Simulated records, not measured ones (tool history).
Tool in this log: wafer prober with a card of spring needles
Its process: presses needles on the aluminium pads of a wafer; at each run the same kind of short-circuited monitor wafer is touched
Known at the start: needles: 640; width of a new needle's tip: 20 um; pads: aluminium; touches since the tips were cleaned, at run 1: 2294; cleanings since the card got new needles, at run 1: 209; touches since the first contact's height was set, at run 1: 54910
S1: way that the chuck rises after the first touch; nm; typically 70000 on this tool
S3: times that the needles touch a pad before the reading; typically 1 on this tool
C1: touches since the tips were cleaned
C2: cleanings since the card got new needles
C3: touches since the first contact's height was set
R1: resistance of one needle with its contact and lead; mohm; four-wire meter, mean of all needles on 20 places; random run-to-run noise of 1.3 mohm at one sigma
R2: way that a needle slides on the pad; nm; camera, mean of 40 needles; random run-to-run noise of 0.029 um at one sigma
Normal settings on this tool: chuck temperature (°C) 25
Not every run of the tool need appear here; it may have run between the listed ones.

run 1 day=0.000 | S1=70000 chuck_temperature_(°C)=25 S3=1 | C1=2294 C2=209 C3=54910 | R1=154 R2=14200
-- day=0.412 tips cleaned on abrasive film
-- day=0.958 tips cleaned on abrasive film
-- day=1.646 tips cleaned on abrasive film
run 2 day=1.921 | S1=70000 chuck_temperature_(°C)=25 S3=1 | C1=2739 C2=212 C3=73839 | R1=160 R2=14200
-- day=2.196 tips cleaned on abrasive film
-- day=2.879 tips cleaned on abrasive film
-- day=3.562 tips cleaned on abrasive film
-- day=4.108 tips cleaned on abrasive film
run 3 day=4.554 | S1=70000 chuck_temperature_(°C)=25 S3=2 | C1=4414 C2=216 C3=99817 | R1=149 R2=14210
-- day=4.696 tips cleaned on abrasive film
-- day=5.379 tips cleaned on abrasive film
-- day=6.062 tips cleaned on abrasive film
-- day=6.612 tips cleaned on abrasive film
-- day=7.296 tips cleaned on abrasive film
run 4 day=7.704 | S1=63000 chuck_temperature_(°C)=25 S3=1 | C1=4064 C2=221 C3=130864 | R1=187 R2=12640
-- day=7.850 tips cleaned on abrasive film
-- day=8.533 tips cleaned on abrasive film
-- day=9.221 tips cleaned on abrasive film
run 5 day=9.388 | S1=63000 chuck_temperature_(°C)=25 S3=1 | C1=1655 C2=224 C3=147415 | R1=165 R2=12610
-- day=9.800 tips cleaned on abrasive film
-- day=10.346 tips cleaned on abrasive film
-- day=10.629 height of the first contact set anew
-- day=10.908 tips cleaned on abrasive film
-- day=11.592 tips cleaned on abrasive film
-- day=12.275 tips cleaned on abrasive film
run 6 day=12.662 | S1=63000 chuck_temperature_(°C)=38 S3=1 | C1=3842 C2=229 C3=20031 | R1=185 R2=12810
-- day=12.938 tips cleaned on abrasive film
-- day=13.621 tips cleaned on abrasive film
-- day=14.171 tips cleaned on abrasive film
-- day=14.854 tips cleaned on abrasive film
-- day=15.538 tips cleaned on abrasive film
run 7 day=15.742 | S1=70000 chuck_temperature_(°C)=25 S3=1 | C1=2028 C2=234 C3=50390 | R1=156 R2=14260
-- day=16.154 tips cleaned on abrasive film
-- day=16.838 tips cleaned on abrasive film
-- day=17.521 tips cleaned on abrasive film
-- day=18.208 tips cleaned on abrasive film
run 8 day=18.462 | S1=70000 chuck_temperature_(°C)=25 S3=1 | C1=2534 C2=238 C3=77207 | R1=165 R2=14140
-- day=18.875 tips cleaned on abrasive film
-- day=19.421 tips cleaned on abrasive film
-- day=19.971 tips cleaned on abrasive film
-- day=20.654 tips cleaned on abrasive film
-- day=21.204 tips cleaned on abrasive film, once more
run 9 day=21.238 | S1=70000 chuck_temperature_(°C)=25 S3=1 | C1=345 C2=243 C3=104535 | R1=130 R2=14110
-- day=21.788 tips cleaned on abrasive film
-- day=22.471 tips cleaned on abrasive film
-- day=23.017 tips cleaned on abrasive film
-- day=23.567 tips cleaned on abrasive film
-- day=24.250 tips cleaned on abrasive film
run 10 day=24.779 | S1=70000 chuck_temperature_(°C)=25 S3=1 | C1=5260 C2=248 C3=139475 | R1=175 R2=14110
-- day=24.921 tips cleaned on abrasive film
-- day=25.604 tips cleaned on abrasive film
-- day=26.154 tips cleaned on abrasive film
-- day=26.838 tips cleaned on abrasive film
-- day=26.850 height of the first contact set anew
-- day=27.396 tips cleaned on abrasive film
run 11 day=27.600 | S1=70000 chuck_temperature_(°C)=25 S3=1 | C1=2030 C2=253 C3=7427 | R1=157 R2=14290
-- day=28.012 tips cleaned on abrasive film
-- day=28.562 tips cleaned on abrasive film
-- day=29.246 tips cleaned on abrasive film
run 12 day=29.600 | S1=72000 chuck_temperature_(°C)=25 S3=1 | C1=3522 C2=256 C3=27138 | R1=165 R2=14610
-- day=29.875 tips cleaned on abrasive film
-- day=30.425 tips cleaned on abrasive film
-- day=31.108 tips cleaned on abrasive film
-- day=31.792 tips cleaned on abrasive film
-- day=32.342 tips cleaned on abrasive film
-- day=33.025 tips cleaned on abrasive film
run 13 day=33.238 | S1=72000 chuck_temperature_(°C)=25 S3=1 | C1=2090 C2=262 C3=62954 | R1=158 R2=14560
-- day=33.646 tips cleaned on abrasive film
-- day=34.333 tips cleaned on abrasive film
-- day=35.017 tips cleaned on abrasive film
run 14 day=35.279 | S1=79000 chuck_temperature_(°C)=69 S3=1 | C1=2618 C2=265 C3=83112 | R1=150 R2=16010
-- day=35.692 tips cleaned on abrasive film
-- day=36.375 tips cleaned on abrasive film
-- day=37.058 tips cleaned on abrasive film
-- day=37.608 tips cleaned on abrasive film
run 15 day=37.688 | S1=76000 chuck_temperature_(°C)=100 S3=1 | C1=771 C2=269 C3=106818 | R1=137 R2=15350
-- day=38.233 tips cleaned on abrasive film
-- day=38.783 tips cleaned on abrasive film
-- day=39.467 tips cleaned on abrasive film
run 16 day=39.833 | S1=76000 chuck_temperature_(°C)=100 S3=1 | C1=3643 C2=272 C3=128001 | R1=167 R2=15300
-- day=40.108 tips cleaned on abrasive film
-- day=40.658 tips cleaned on abrasive film
-- day=41.342 tips cleaned on abrasive film
-- day=41.888 tips cleaned on abrasive film
-- day=42.575 tips cleaned on abrasive film
-- day=42.996 height of the first contact set anew
-- day=43.271 tips cleaned on abrasive film
run 17 day=43.646 | S1=70000 chuck_temperature_(°C)=25 S3=2 | C1=3734 C2=278 C3=6433 | R1=150 R2=14260
-- day=43.921 tips cleaned on abrasive film
-- day=44.608 tips cleaned on abrasive film
-- day=45.292 tips cleaned on abrasive film
-- day=45.975 tips cleaned on abrasive film
run 18 day=46.371 | S1=53000 chuck_temperature_(°C)=31 S3=2 | C1=3938 C2=282 C3=33306 | R1=179 R2=10810
-- day=46.646 tips cleaned on abrasive film
-- day=47.333 tips cleaned on abrasive film
-- day=48.017 tips cleaned on abrasive film
run 19 day=48.279 | S1=80000 chuck_temperature_(°C)=112 S3=1 | C1=2617 C2=285 C3=52112 | R1=159 R2=16230
-- day=48.692 tips cleaned on abrasive film
-- day=49.192 card fitted with new needles
-- day=49.742 tips cleaned on abrasive film
-- day=50.425 tips cleaned on abrasive film
-- day=50.971 tips cleaned on abrasive film
run 20 day=51.417 | S1=80000 chuck_temperature_(°C)=112 S3=1 | C1=4423 C2=3 C3=21962 | R1=152 R2=16320
-- day=51.558 tips cleaned on abrasive film
-- day=52.242 tips cleaned on abrasive film
-- day=52.925 tips cleaned on abrasive film
-- day=53.608 tips cleaned on abrasive film
run 21 day=53.738 | S1=80000 chuck_temperature_(°C)=112 S3=1 | C1=1285 C2=7 C3=44833 | R1=137 R2=16260
-- day=54.288 tips cleaned on abrasive film
-- day=54.971 tips cleaned on abrasive film
-- day=55.654 tips cleaned on abrasive film
-- day=56.204 tips cleaned on abrasive film
-- day=56.888 tips cleaned on abrasive film
-- day=57.438 tips cleaned on abrasive film
run 22 day=57.467 | S1=80000 chuck_temperature_(°C)=38 S3=2 | C1=316 C2=13 C3=81574 | R1=116 R2=16230
-- day=58.017 tips cleaned on abrasive film
-- day=58.700 tips cleaned on abrasive film
-- day=59.383 tips cleaned on abrasive film
-- day=60.067 tips cleaned on abrasive film
-- day=60.754 tips cleaned on abrasive film
run 23 day=60.875 | S1=84000 chuck_temperature_(°C)=98 S3=1 | C1=1232 C2=18 C3=115186 | R1=135 R2=16980
-- day=61.425 tips cleaned on abrasive film
-- day=62.108 tips cleaned on abrasive film
-- day=62.792 tips cleaned on abrasive film
run 24 day=62.988 | S1=55000 chuck_temperature_(°C)=25 S3=1 | C1=1918 C2=21 C3=135992 | R1=162 R2=11000
-- day=63.396 tips cleaned on abrasive film
-- day=64.083 tips cleaned on abrasive film
-- day=64.767 tips cleaned on abrasive film
-- day=65.321 height of the first contact set anew
-- day=65.462 tips cleaned on abrasive film
-- day=66.146 tips cleaned on abrasive film
run 25 day=66.158 | S1=78000 chuck_temperature_(°C)=73 S3=1 | C1=103 C2=26 C3=8199 | R1=121 R2=15940

Below, each run's measurement less what the same run would have read without the hidden state. Both values contain the same run-to-run variation, but the gauge's scatter may not be the same in both:
What the log doesn't record here: debris on the tips, nm; way that the needles fall short of the set height, um; tips' diameter, um; drift of the gauge itself on contact_mohm, %; drift of the gauge itself on scrub_um, %.
run=1 R1=+44 R2=-90
run=2 R1=+52 R2=-130
run=3 R1=+39 R2=-160
run=4 R1=+75 R2=-210
run=5 R1=+55 R2=-240
run=6 R1=+73 R2=-30
run=7 R1=+47 R2=-80
run=8 R1=+54 R2=-130
run=9 R1=+19 R2=-170
run=10 R1=+67 R2=-220
run=11 R1=+46 R2=-10
run=12 R1=+56 R2=-40
run=13 R1=+48 R2=-110
run=14 R1=+37 R2=-130
run=15 R1=+20 R2=-170
run=16 R1=+47 R2=-200
run=17 R1=+39 R2=-10
run=18 R1=+64 R2=-50
run=19 R1=+38 R2=-90
run=20 R1=+33 R2=-30
run=21 R1=+15 R2=-70
run=22 R1=+5 R2=-130
run=23 R1=+16 R2=-170
run=24 R1=+50 R2=-210
run=25 R1=+6 R2=-20

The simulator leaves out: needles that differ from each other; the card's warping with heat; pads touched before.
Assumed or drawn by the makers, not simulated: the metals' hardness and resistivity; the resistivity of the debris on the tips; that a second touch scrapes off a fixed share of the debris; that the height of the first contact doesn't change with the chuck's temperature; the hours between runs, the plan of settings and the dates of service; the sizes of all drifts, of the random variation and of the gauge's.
